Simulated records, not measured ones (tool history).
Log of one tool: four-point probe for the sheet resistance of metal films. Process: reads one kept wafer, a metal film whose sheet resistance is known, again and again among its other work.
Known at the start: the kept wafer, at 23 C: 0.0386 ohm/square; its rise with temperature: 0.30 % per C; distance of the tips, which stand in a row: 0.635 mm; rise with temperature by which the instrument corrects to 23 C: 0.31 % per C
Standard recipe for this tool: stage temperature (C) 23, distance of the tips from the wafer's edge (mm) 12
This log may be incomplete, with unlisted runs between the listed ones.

run,day,stage temperature (C),distance of the tips from the wafer's edge (mm),sheet resistance as the instrument gives it (ohm/square)
1,0.000,23,12,0.038671
2,0.929,23,12,0.038676
3,1.679,23,12,0.038687
4,2.100,23,12,0.038684
5,3.042,23,12,0.038673
6,3.546,23,12,0.038677
7,4.262,23,12,0.038675
8,4.950,23,12,0.038691
9,5.550,23,12,0.038680
10,5.988,23,12,0.038677
11,6.400,23,12,0.038688
12,7.021,23,12,0.038689
13,7.525,25,12,0.038674
14,8.429,25,12,0.038680
15,8.900,25,12,0.038677

Run 16 has not been measured yet. What should we expect?
16,9.867,25,12,?

{"run 16": {"sheet resistance as the instrument gives it (ohm/square)": 0.038686}}
Had the tool carried no hidden state, the very same run would have given sheet resistance as the instrument gives it (ohm/square) 0.038656.

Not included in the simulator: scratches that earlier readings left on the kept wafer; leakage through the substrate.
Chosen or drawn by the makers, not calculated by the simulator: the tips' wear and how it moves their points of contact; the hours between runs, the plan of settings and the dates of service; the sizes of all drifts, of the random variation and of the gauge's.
